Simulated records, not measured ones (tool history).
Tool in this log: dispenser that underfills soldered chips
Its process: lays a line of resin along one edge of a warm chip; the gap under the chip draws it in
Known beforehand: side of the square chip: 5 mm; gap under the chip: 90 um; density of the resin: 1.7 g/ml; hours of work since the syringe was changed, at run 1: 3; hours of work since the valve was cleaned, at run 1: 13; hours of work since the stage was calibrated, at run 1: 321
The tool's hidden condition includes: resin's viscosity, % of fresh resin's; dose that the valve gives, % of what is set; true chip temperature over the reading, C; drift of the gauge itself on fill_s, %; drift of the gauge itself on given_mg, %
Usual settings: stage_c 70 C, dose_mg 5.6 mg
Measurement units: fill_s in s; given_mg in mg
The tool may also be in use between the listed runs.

run,hour,stage_c,dose_mg,hours of work since the syringe was changed,hours of work since the valve was cleaned,hours of work since the stage was calibrated,fill_s,given_mg
1,0,70,5.6,3,13,321,9.5,5.48
# hour 3.7: new syringe of resin
2,6,70,5.6,2,17,326,7.9,5.51
# hour 11.5: new syringe of resin
3,13.1,70,5.6,1,22,331,8.1,5.49
# hour 18.7: new syringe of resin
4,21.8,74,5.6,2,29,337,7.7,5.46
# hour 26: new syringe of resin
5,29.5,74,5.6,3,34,343,7.6,5.38
# hour 33.5: new syringe of resin
6,38.2,74,5.6,3,41,349,8.1,5.48
# hour 40.8: new syringe of resin
7,46,74,5.6,4,46,355,8.5,5.33
# hour 48.4: new syringe of resin
8,53.1,74,5.6,4,51,360,8.9,5.35
# hour 56.1: new syringe of resin
# hour 63.3: new syringe of resin
9,64.5,74,5.6,1,59,368,7.5,5.43
10,69.4,74,5.6,5,63,371,8.8,5.33
# hour 70.7: new syringe of resin
# hour 78.7: new syringe of resin
11,79.6,74,5.6,1,70,379,6.8,5.36
# hour 86: new syringe of resin
12,86.6,75,5.6,0,75,384,6.5,5.3
# hour 93.6: new syringe of resin
13,96.8,75,5.6,2,83,391,7.9,5.23
# hour 98.3: dispensing valve cleaned and set on the balance
# hour 102.1: new syringe of resin
14,107.5,70,5.46,4,7,398,9.6,5.48
# hour 109.4: new syringe of resin
# hour 116.9: new syringe of resin
15,119.4,70,5.46,2,15,407,8.2,5.42
# hour 124.8: new syringe of resin
16,128.6,70,5.46,3,22,413,8.9,5.39
# hour 132.8: new syringe of resin
17,138.1,73,5.6,4,29,420,8.9,5.51
# hour 140.3: new syringe of resin
# hour 147.7: new syringe of resin
18,148.2,61,5.28,0,36,427,10,5.06
# hour 155: new syringe of resin
19,157.4,61,5.28,2,43,434,11.6,5.21
# hour 162.1: new syringe of resin
20,166.7,56,7.27,3,49,441,13.9,7.01
# hour 169.2: new syringe of resin
# hour 172.1: stage's temperature calibrated
21,174,63,6.57,3,54,1,11.6,6.41
# hour 177.8: new syringe of resin
# hour 185.7: new syringe of resin
22,185.8,63,6.57,0,62,10,9.7,6.36
# hour 193: new syringe of resin
23,197.1,78,5.6,3,70,18,7.7,5.39
# hour 200.8: new syringe of resin
24,202.4,66,7.03,1,74,22,9.5,6.66
# hour 208.5: new syringe of resin
25,208.5,66,5.62,0,79,26,9.2,5.37
# hour 215.7: dispensing valve cleaned and set on the balance
# hour 216.9: new syringe of resin
26,217.3,74,6.63,0,1,32,7.5,6.56
# hour 224.4: new syringe of resin
27,228.3,58,5.5,3,9,40,14.3,5.37
# hour 231.8: new syringe of resin
# hour 239.1: new syringe of resin
28,239.1,82,6.54,0,17,48,5.4,6.49
# hour 246.5: new syringe of resin
29,250.2,82,6.54,3,25,56,6.7,6.44
# hour 253.6: new syringe of resin
# hour 261.1: new syringe of resin
30,261.7,82,6.54,0,33,64,5.8,6.37
# hour 268.6: new syringe of resin
31,270.3,82,6.54,1,39,70,6.1,6.35
# hour 276: new syringe of resin
32,280.9,63,7.05,4,47,78,11.3,6.74
# hour 283.4: new syringe of resin
# hour 290.7: new syringe of resin
33,292.1,63,7.05,1,55,86,10.7,6.71
# hour 298.3: new syringe of resin
34,301.7,78,5.83,2,62,93,7.1,5.53

Consider 3 possible next runs. They are alternatives, not a sequence: every one starts from the tool as it was left by run 34. What does each give?
# hour 306.1: new syringe of resin
A,307.3,63,6.88,1,66,97,?,?
# hour 306.1: new syringe of resin
B,307.3,61,5.83,1,66,97,?,?
# hour 306.1: new syringe of resin
C,307.3,78,7.06,1,66,97,?,?

run,fill_s,given_mg
A,10,6.45
B,11.4,5.61
C,7,6.8
With the hidden condition removed and each run's random variation left untouched, the same runs would have given:
run,fill_s,given_mg
A,9.6,6.79
B,11,5.9
C,6.7,7.15

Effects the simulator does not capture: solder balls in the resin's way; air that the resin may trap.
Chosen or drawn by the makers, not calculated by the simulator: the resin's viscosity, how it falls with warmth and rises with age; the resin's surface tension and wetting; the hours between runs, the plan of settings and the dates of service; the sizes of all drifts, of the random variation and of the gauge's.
